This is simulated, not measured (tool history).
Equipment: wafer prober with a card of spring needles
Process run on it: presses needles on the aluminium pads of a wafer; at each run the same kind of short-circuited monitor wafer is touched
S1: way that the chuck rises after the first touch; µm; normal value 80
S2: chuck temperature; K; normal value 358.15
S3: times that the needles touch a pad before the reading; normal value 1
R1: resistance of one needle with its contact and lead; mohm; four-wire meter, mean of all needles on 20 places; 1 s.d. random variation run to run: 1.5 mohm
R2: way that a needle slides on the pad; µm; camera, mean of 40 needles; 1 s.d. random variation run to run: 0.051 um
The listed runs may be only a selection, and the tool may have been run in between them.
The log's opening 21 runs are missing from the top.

run     day  S1      S2  S3   R1     R2
     33.417  -- tips cleaned on abrasive film
     34.554  -- tips cleaned on abrasive film
     35.667  -- tips cleaned on abrasive film
 22  35.721  91  342.15   2  150  21.89
     36.921  -- tips cleaned on abrasive film
     37.996  -- tips cleaned on abrasive film
 23  37.996  85  386.15   2  156  20.38
     39.183  -- tips cleaned on abrasive film
 24  39.908  93  358.15   1  256  22.26
     40.371  -- tips cleaned on abrasive film
     41.517  -- tips cleaned on abrasive film
 25  42.179  88  384.15   3  188  21.02
     42.596  -- tips cleaned on abrasive film
     43.717  -- tips cleaned on abrasive film
 26  43.717  88  384.15   3  149  21.07
       44.8  -- tips cleaned on abrasive film
     44.812  -- height of the first contact set anew
 27  45.708  76  358.15   1  324  18.76
     46.038  -- tips cleaned on abrasive film
 28  46.746  76  358.15   1  312  18.69
     47.154  -- tips cleaned on abrasive film
 29  47.912  76  358.15   1  321  18.72
      48.25  -- tips cleaned on abrasive film
     49.412  -- tips cleaned on abrasive film
 30  49.983  68  391.15   1  342  16.71

Branching from run 30: 3 alternative next runs. What would each branch give?
     50.538  -- tips cleaned on abrasive film
  A  51.412  96  391.15   1   ?   ?
     50.538  -- tips cleaned on abrasive film
  B  51.412  68  319.15   1   ?   ?
     50.538  -- tips cleaned on abrasive film
  C  51.412  82  391.15   3   ?   ?

run   R1     R2
  A  258  23.44
  B  390  16.64
  C  204  20.02
What these runs would have given with no unlogged condition in the tool:
run   R1     R2
  A  141  23.57
  B  138  16.77
  C  145  20.15

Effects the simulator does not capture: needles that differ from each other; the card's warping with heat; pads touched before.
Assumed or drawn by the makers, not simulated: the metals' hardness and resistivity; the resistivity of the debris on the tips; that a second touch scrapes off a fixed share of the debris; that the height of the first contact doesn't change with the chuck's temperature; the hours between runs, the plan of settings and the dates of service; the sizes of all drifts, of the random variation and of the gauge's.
